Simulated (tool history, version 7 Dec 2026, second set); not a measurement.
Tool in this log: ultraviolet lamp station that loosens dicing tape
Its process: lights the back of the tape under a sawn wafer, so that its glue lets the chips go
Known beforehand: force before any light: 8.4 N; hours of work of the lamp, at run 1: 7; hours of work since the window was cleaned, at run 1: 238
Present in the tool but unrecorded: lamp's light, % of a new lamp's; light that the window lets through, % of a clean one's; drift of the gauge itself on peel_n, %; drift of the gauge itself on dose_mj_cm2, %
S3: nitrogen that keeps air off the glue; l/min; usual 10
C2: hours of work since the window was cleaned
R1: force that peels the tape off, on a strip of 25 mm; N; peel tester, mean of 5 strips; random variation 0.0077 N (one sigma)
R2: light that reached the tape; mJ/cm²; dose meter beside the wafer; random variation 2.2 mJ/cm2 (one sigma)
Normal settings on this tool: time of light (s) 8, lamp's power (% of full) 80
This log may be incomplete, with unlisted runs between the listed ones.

Run 1, day 0.000: usual settings; hours of work of the lamp 7; C2 238. Result: R1 0.412 N, R2 172 mJ/cm².
At day 0.554: window cleaned of glue's vapour.
Run 2, day 1.238: usual settings; hours of work of the lamp 26; C2 11. Result: R1 0.301 N, R2 196 mJ/cm².
Run 3, day 3.242: usual settings; hours of work of the lamp 58; C2 42. Result: R1 0.345 N, R2 195 mJ/cm².
Run 4, day 5.308: usual settings; hours of work of the lamp 90; C2 75. Result: R1 0.350 N, R2 187 mJ/cm².
Run 5, day 7.117: usual settings; hours of work of the lamp 119; C2 103. Result: R1 0.365 N, R2 181 mJ/cm².
Run 6, day 8.433: usual settings; hours of work of the lamp 139; C2 124. Result: R1 0.390 N, R2 177 mJ/cm².
Run 7, day 10.262: usual settings; hours of work of the lamp 168; C2 152. Result: R1 0.416 N, R2 173 mJ/cm².
Run 8, day 11.204: usual settings but S3 8 l/min; hours of work of the lamp 183; C2 167. Result: R1 0.521 N, R2 171 mJ/cm².
Run 9, day 12.317: usual settings; hours of work of the lamp 200; C2 185. Result: R1 0.431 N, R2 176 mJ/cm².
Run 10, day 14.029: usual settings but time of light (s) 11; hours of work of the lamp 227; C2 212. Result: R1 0.222 N, R2 226 mJ/cm².
Run 11, day 15.996: usual settings but time of light (s) 11; hours of work of the lamp 258; C2 242. Result: R1 0.247 N, R2 222 mJ/cm².
At day 16.175: window cleaned of glue's vapour.
Run 12, day 17.538: usual settings but time of light (s) 11; hours of work of the lamp 282; C2 21. Result: R1 0.197 N, R2 255 mJ/cm².
Run 13, day 19.233: usual settings but time of light (s) 11; hours of work of the lamp 309; C2 48. Result: R1 0.197 N, R2 247 mJ/cm².
Run 14, day 21.000: usual settings but time of light (s) 11; hours of work of the lamp 336; C2 76. Result: R1 0.212 N, R2 243 mJ/cm².
Run 15, day 22.938: usual settings but time of light (s) 11; hours of work of the lamp 367; C2 106. Result: R1 0.215 N, R2 237 mJ/cm².
Run 16, day 24.317: usual settings but time of light (s) 9; hours of work of the lamp 388; C2 128. Result: R1 0.327 N, R2 191 mJ/cm².
Run 17, day 25.750: usual settings but lamp's power (% of full) 96; hours of work of the lamp 411; C2 150. Result: R1 0.307 N, R2 198 mJ/cm².
Run 18, day 27.625: usual settings but lamp's power (% of full) 96; hours of work of the lamp 440; C2 180. Result: R1 0.316 N, R2 195 mJ/cm².
Run 19, day 29.271: usual settings; hours of work of the lamp 466; C2 206. Result: R1 0.513 N, R2 154 mJ/cm².
Run 20, day 30.733: usual settings; hours of work of the lamp 489; C2 229. Result: R1 0.533 N, R2 150 mJ/cm².
At day 31.838: window cleaned of glue's vapour.
Run 21, day 32.800: usual settings; hours of work of the lamp 521; C2 15. Result: R1 0.411 N, R2 174 mJ/cm².
Run 22, day 34.004: usual settings but lamp's power (% of full) 78; hours of work of the lamp 540; C2 34. Result: R1 0.472 N, R2 167 mJ/cm².
Run 23, day 36.054: usual settings but time of light (s) 5, lamp's power (% of full) 66, S3 4 l/min; hours of work of the lamp 572; C2 66. Result: R1 2.789 N, R2 85 mJ/cm².
Run 24, day 37.988: usual settings but time of light (s) 11, lamp's power (% of full) 76, S3 5 l/min; hours of work of the lamp 603; C2 97. Result: R1 0.498 N, R2 216 mJ/cm².
Run 25, day 38.971: usual settings but time of light (s) 11, lamp's power (% of full) 76, S3 5 l/min; hours of work of the lamp 618; C2 112. Result: R1 0.538 N, R2 207 mJ/cm².
Run 26, day 40.275: usual settings but time of light (s) 16, lamp's power (% of full) 100, S3 6 l/min; hours of work of the lamp 639; C2 132. Result: R1 0.163 N, R2 389 mJ/cm².
Run 27, day 41.692: usual settings but time of light (s) 7, lamp's power (% of full) 92, S3 5 l/min; hours of work of the lamp 661; C2 155. Result: R1 0.982 N, R2 156 mJ/cm².
Run 28, day 43.542: usual settings but lamp's power (% of full) 90; hours of work of the lamp 690; C2 184. Result: R1 0.434 N, R2 168 mJ/cm².
Run 29, day 45.696: usual settings but time of light (s) 6, lamp's power (% of full) 69; hours of work of the lamp 724; C2 218. Result: R1 1.378 N, R2 95 mJ/cm².
Run 30, day 46.746: usual settings but time of light (s) 6, lamp's power (% of full) 69, S3 15 l/min; hours of work of the lamp 740; C2 234. Result: R1 1.120 N, R2 93 mJ/cm².
At day 47.525: window cleaned of glue's vapour.
Run 31, day 48.800: usual settings but time of light (s) 6, lamp's power (% of full) 69, S3 15 l/min; hours of work of the lamp 772; C2 20. Result: R1 0.882 N, R2 108 mJ/cm².
Run 32, day 50.246: usual settings but time of light (s) 10, lamp's power (% of full) 63; hours of work of the lamp 795; C2 43. Result: R1 0.511 N, R2 161 mJ/cm².
Run 33, day 51.238: usual settings but lamp's power (% of full) 77; hours of work of the lamp 810; C2 58. Result: R1 0.560 N, R2 154 mJ/cm².
Run 34, day 52.200: usual settings but time of light (s) 6, lamp's power (% of full) 87; hours of work of the lamp 826; C2 73. Result: R1 0.825 N, R2 125 mJ/cm².
Run 35, day 54.346: usual settings but time of light (s) 6, lamp's power (% of full) 91; hours of work of the lamp 859; C2 107. Result: R1 0.784 N, R2 131 mJ/cm².
Run 36, day 56.454: usual settings but time of light (s) 6, lamp's power (% of full) 82, S3 13 l/min; hours of work of the lamp 892; C2 140. Result: R1 0.830 N, R2 109 mJ/cm².
Run 37, day 57.788: usual settings but time of light (s) 6, lamp's power (% of full) 82, S3 13 l/min; hours of work of the lamp 913; C2 161. Result: R1 0.888 N, R2 112 mJ/cm².
Run 38, day 59.167: usual settings but time of light (s) 5, lamp's power (% of full) 78, S3 18 l/min; hours of work of the lamp 935; C2 183. Result: R1 1.153 N, R2 84 mJ/cm².
Run 39, day 60.946: usual settings but time of light (s) 10, lamp's power (% of full) 82, S3 11 l/min; hours of work of the lamp 963; C2 211. Result: R1 0.373 N, R2 179 mJ/cm².
Run 40, day 62.742: usual settings but time of light (s) 6, lamp's power (% of full) 94; hours of work of the lamp 991; C2 239. Result: R1 0.937 N, R2 119 mJ/cm².

Run 41, settings as shown, results not yet in. Your forecast:
At day 63.217: window cleaned of glue's vapour.
Run 41, day 64.104: usual settings but time of light (s) 6, lamp's power (% of full) 94, S3 4 l/min; hours of work of the lamp 1012; C2 14. Result: R1 ?, R2 ?.

R1: 1.567 N
R2: 136 mJ/cm²
Take away the tool's hidden state, keep the run-to-run variation as it was, and the same run would have given R1 0.940 N, R2 180 mJ/cm².
